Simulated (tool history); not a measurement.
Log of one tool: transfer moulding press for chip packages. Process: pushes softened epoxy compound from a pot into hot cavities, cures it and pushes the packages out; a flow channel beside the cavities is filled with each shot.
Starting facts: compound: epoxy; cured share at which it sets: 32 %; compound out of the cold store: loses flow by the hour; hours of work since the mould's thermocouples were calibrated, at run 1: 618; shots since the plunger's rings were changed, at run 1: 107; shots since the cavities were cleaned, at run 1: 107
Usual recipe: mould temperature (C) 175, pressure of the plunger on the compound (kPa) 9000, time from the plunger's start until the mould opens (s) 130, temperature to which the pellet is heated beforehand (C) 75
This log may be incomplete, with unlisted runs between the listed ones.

| run | hour | mould temperature (C) | pressure of the plunger on the compound (kPa) | time from the plunger's start until the mould opens (s) | temperature to which the pellet is heated beforehand (C) | hours of work since the mould's thermocouples were calibrated | shots since the plunger's rings were changed | shots since the cavities were cleaned | incoming compound's hours out of the cold store | length that the compound runs in the flow channel (mm) | greatest force on the pins that push the packages out (N) |
|---|---|---|---|---|---|---|---|---|---|---|---|
| 1 | 0 | 175 | 9000 | 130 | 75 | 618 | 107 | 107 | 28.5 | 815 | 217 |
|  | 43.4 | cavities cleaned with cleaning compound and waxed |
| 2 | 48.5 | 175 | 9000 | 130 | 75 | 654 | 600 | 53 | 47.8 | 726 | 224 |
| 3 | 92.2 | 175 | 7220 | 130 | 75 | 687 | 1059 | 512 | 43.7 | 668 | 225 |
|  | 98.8 | cavities cleaned with cleaning compound and waxed |
|  | 152.2 | cavities cleaned with cleaning compound and waxed |
| 4 | 163.8 | 175 | 7220 | 130 | 75 | 739 | 1778 | 121 | 35.9 | 699 | 212 |
|  | 206.4 | cavities cleaned with cleaning compound and waxed |
| 5 | 206.4 | 175 | 7220 | 130 | 75 | 770 | 2210 | 0 | 8.8 | 825 | 226 |
|  | 232.7 | mould's thermocouples calibrated |
|  | 259.2 | cavities cleaned with cleaning compound and waxed |
| 6 | 259.2 | 175 | 9000 | 130 | 70 | 19 | 2726 | 0 | 12.4 | 903 | 211 |
|  | 314 | cavities cleaned with cleaning compound and waxed |
| 7 | 322.4 | 175 | 9000 | 130 | 70 | 66 | 3374 | 88 | 8.2 | 930 | 231 |
|  | 365.9 | cavities cleaned with cleaning compound and waxed |
| 8 | 367.7 | 170 | 9000 | 130 | 70 | 99 | 3833 | 19 | 28.3 | 841 | 253 |
| 9 | 404 | 170 | 9000 | 130 | 70 | 126 | 4214 | 400 | 9.4 | 953 | 278 |
|  | 419.5 | cavities cleaned with cleaning compound and waxed |
|  | 472.8 | cavities cleaned with cleaning compound and waxed |
| 10 | 483.4 | 170 | 8500 | 157 | 67 | 184 | 5016 | 112 | 43.1 | 751 | 228 |
|  | 527 | cavities cleaned with cleaning compound and waxed |
| 11 | 535 | 170 | 8710 | 157 | 74 | 222 | 5542 | 85 | 36.6 | 797 | 212 |
| 12 | 572.8 | 177 | 9340 | 168 | 75 | 251 | 5938 | 481 | 28.7 | 824 | 204 |
|  | 581 | cavities cleaned with cleaning compound and waxed |
|  | 623.6 | plunger's sealing rings changed |
|  | 637.8 | cavities cleaned with cleaning compound and waxed |
| 13 | 645.4 | 175 | 8770 | 130 | 75 | 302 | 213 | 80 | 38.1 | 761 | 215 |
| 14 | 682.2 | 175 | 9000 | 137 | 76 | 330 | 599 | 466 | 15.3 | 887 | 224 |
|  | 691.6 | cavities cleaned with cleaning compound and waxed |
|  | 747 | cavities cleaned with cleaning compound and waxed |
| 15 | 763.3 | 175 | 9000 | 137 | 76 | 389 | 1418 | 171 | 45.7 | 736 | 206 |
|  | 800.9 | cavities cleaned with cleaning compound and waxed |
| 16 | 830.7 | 176 | 7770 | 134 | 77 | 439 | 2110 | 313 | 42.7 | 693 | 213 |
|  | 855.4 | cavities cleaned with cleaning compound and waxed |
| 17 | 880.1 | 175 | 9000 | 156 | 75 | 475 | 2613 | 259 | 9.6 | 918 | 214 |
|  | 906.5 | cavities cleaned with cleaning compound and waxed |
| 18 | 953.3 | 175 | 9720 | 117 | 75 | 529 | 3364 | 490 | 38.6 | 809 | 232 |

4 ways to go on from here, each from the tool as it stands after run 18. What would each give?
|  | 958.2 | cavities cleaned with cleaning compound and waxed |
| A | 996.4 | 183 | 9720 | 117 | 80 | 561 | 3801 | 400 | 46.2 | ? | ? |
|  | 958.2 | cavities cleaned with cleaning compound and waxed |
| B | 996.4 | 171 | 7720 | 117 | 80 | 561 | 3801 | 400 | 44.8 | ? | ? |
|  | 958.2 | cavities cleaned with cleaning compound and waxed |
| C | 996.4 | 171 | 9000 | 130 | 77 | 561 | 3801 | 400 | 34.4 | ? | ? |
|  | 958.2 | cavities cleaned with cleaning compound and waxed |
| D | 996.4 | 175 | 7120 | 125 | 75 | 561 | 3801 | 400 | 24.7 | ? | ? |

| run | length that the compound runs in the flow channel (mm) | greatest force on the pins that push the packages out (N) |
|---|---|---|
| A | 725 | 208 |
| B | 701 | 267 |
| C | 813 | 244 |
| D | 747 | 228 |
Take away the tool's hidden state, keep each run's random variation, and the runs would have read:
| run | length that the compound runs in the flow channel (mm) | greatest force on the pins that push the packages out (N) |
|---|---|---|
| A | 727 | 204 |
| B | 702 | 262 |
| C | 815 | 240 |
| D | 748 | 224 |
